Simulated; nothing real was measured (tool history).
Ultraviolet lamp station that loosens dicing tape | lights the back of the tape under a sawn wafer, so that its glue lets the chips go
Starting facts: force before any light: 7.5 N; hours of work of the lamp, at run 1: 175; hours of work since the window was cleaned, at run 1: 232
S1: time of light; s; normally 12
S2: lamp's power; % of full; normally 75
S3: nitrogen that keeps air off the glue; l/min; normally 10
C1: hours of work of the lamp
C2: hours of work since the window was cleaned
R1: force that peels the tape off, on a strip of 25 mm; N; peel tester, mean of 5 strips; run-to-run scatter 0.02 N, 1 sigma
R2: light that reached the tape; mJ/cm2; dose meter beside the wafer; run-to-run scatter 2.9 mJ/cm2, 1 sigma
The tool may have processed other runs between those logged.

run 1 hour=0.0 | S1=12 S2=75 S3=10 | C1=175 C2=232 | R1=1.331 R2=341
run 2 hour=40.0 | S1=12 S2=75 S3=6 | C1=199 C2=256 | R1=1.707 R2=327
run 3 hour=64.5 | S1=12 S2=75 S3=6 | C1=214 C2=271 | R1=1.726 R2=327
-- hour=74.1 window cleaned of glue's vapour
run 4 hour=81.6 | S1=12 S2=75 S3=10 | C1=224 C2=4 | R1=1.474 R2=313
run 5 hour=122.6 | S1=12 S2=75 S3=10 | C1=249 C2=29 | R1=1.440 R2=308
run 6 hour=147.6 | S1=12 S2=75 S3=10 | C1=264 C2=44 | R1=1.563 R2=308
run 7 hour=183.1 | S1=12 S2=75 S3=10 | C1=285 C2=66 | R1=1.573 R2=299
-- hour=197.5 window cleaned of glue's vapour, once more
run 8 hour=223.7 | S1=12 S2=75 S3=10 | C1=309 C2=16 | R1=1.391 R2=336
run 9 hour=262.7 | S1=12 S2=75 S3=10 | C1=333 C2=39 | R1=1.329 R2=328
run 10 hour=286.2 | S1=12 S2=75 S3=10 | C1=347 C2=53 | R1=1.384 R2=326
run 11 hour=320.3 | S1=12 S2=75 S3=10 | C1=367 C2=74 | R1=1.430 R2=314
run 12 hour=360.7 | S1=12 S2=75 S3=10 | C1=392 C2=98 | R1=1.429 R2=310
run 13 hour=396.5 | S1=12 S2=75 S3=4 | C1=413 C2=120 | R1=2.383 R2=303
run 14 hour=434.3 | S1=12 S2=99 S3=4 | C1=436 C2=142 | R1=1.752 R2=390
run 15 hour=471.9 | S1=20 S2=75 S3=10 | C1=459 C2=165 | R1=0.715 R2=485
run 16 hour=489.5 | S1=20 S2=75 S3=10 | C1=469 C2=176 | R1=0.726 R2=479
run 17 hour=522.8 | S1=20 S2=75 S3=10 | C1=489 C2=196 | R1=0.764 R2=463
run 18 hour=542.8 | S1=20 S2=75 S3=10 | C1=501 C2=208 | R1=0.772 R2=463
run 19 hour=575.7 | S1=12 S2=70 S3=10 | C1=521 C2=227 | R1=2.027 R2=248
run 20 hour=606.4 | S1=11 S2=75 S3=10 | C1=539 C2=246 | R1=2.112 R2=239
run 21 hour=636.5 | S1=11 S2=75 S3=10 | C1=558 C2=264 | R1=2.210 R2=239
-- hour=658.0 window cleaned of glue's vapour
run 22 hour=670.0 | S1=7 S2=98 S3=7 | C1=577 C2=7 | R1=2.640 R2=207
run 23 hour=711.1 | S1=7 S2=64 S3=7 | C1=602 C2=32 | R1=3.903 R2=135
run 24 hour=742.8 | S1=7 S2=64 S3=7 | C1=621 C2=51 | R1=3.968 R2=131
-- hour=759.3 lamp changed
run 25 hour=783.1 | S1=7 S2=96 S3=19 | C1=14 C2=75 | R1=1.210 R2=290
run 26 hour=816.0 | S1=7 S2=74 S3=10 | C1=34 C2=94 | R1=2.226 R2=224
run 27 hour=848.5 | S1=12 S2=94 S3=17 | C1=54 C2=114 | R1=0.560 R2=477
run 28 hour=880.2 | S1=21 S2=94 S3=17 | C1=73 C2=133 | R1=0.271 R2=812
run 29 hour=918.2 | S1=14 S2=80 S3=17 | C1=96 C2=156 | R1=0.577 R2=456
run 30 hour=957.9 | S1=14 S2=80 S3=8 | C1=119 C2=180 | R1=0.920 R2=444
run 31 hour=993.8 | S1=14 S2=70 S3=8 | C1=141 C2=201 | R1=1.220 R2=385
run 32 hour=1017.9 | S1=14 S2=70 S3=8 | C1=156 C2=216 | R1=1.238 R2=376
run 33 hour=1051.5 | S1=20 S2=85 S3=11 | C1=176 C2=236 | R1=0.422 R2=642
run 34 hour=1078.8 | S1=20 S2=85 S3=11 | C1=192 C2=253 | R1=0.432 R2=632
run 35 hour=1115.6 | S1=12 S2=71 S3=3 | C1=214 C2=275 | R1=2.512 R2=309
-- hour=1119.4 window cleaned of glue's vapour
run 36 hour=1134.8 | S1=13 S2=69 S3=3 | C1=226 C2=9 | R1=2.212 R2=358
run 37 hour=1152.4 | S1=19 S2=75 S3=17 | C1=236 C2=20 | R1=0.426 R2=560
run 38 hour=1184.8 | S1=11 S2=64 S3=3 | C1=256 C2=39 | R1=3.004 R2=272
run 39 hour=1221.3 | S1=11 S2=64 S3=3 | C1=278 C2=61 | R1=2.978 R2=265
run 40 hour=1245.4 | S1=12 S2=76 S3=17 | C1=292 C2=76 | R1=1.026 R2=333
run 41 hour=1267.1 | S1=17 S2=85 S3=6 | C1=305 C2=89 | R1=0.842 R2=533
run 42 hour=1297.5 | S1=14 S2=76 S3=3 | C1=323 C2=107 | R1=2.100 R2=382

Forecast each of these 5 alternatives for the next run:
run A hour=1319.0 | S1=15 S2=75 S3=3 | C1=336 C2=120 | R1=? R2=?
run B hour=1319.0 | S1=20 S2=78 S3=3 | C1=336 C2=120 | R1=? R2=?
run C hour=1319.0 | S1=17 S2=76 S3=9 | C1=336 C2=120 | R1=? R2=?
run D hour=1319.0 | S1=6 S2=77 S3=10 | C1=336 C2=120 | R1=? R2=?
run E hour=1319.0 | S1=14 S2=84 S3=3 | C1=336 C2=120 | R1=? R2=?

run=A R1=1.934 R2=406
run=B R1=1.201 R2=552
run=C R1=0.823 R2=461
run=D R1=3.088 R2=163
run=E R1=1.819 R2=419
Take away the tool's hidden state, keep each run's random variation, and the runs would have read:
run=A R1=1.369 R2=520
run=B R1=0.788 R2=707
run=C R1=0.529 R2=589
run=D R1=2.433 R2=209
run=E R1=1.276 R2=537

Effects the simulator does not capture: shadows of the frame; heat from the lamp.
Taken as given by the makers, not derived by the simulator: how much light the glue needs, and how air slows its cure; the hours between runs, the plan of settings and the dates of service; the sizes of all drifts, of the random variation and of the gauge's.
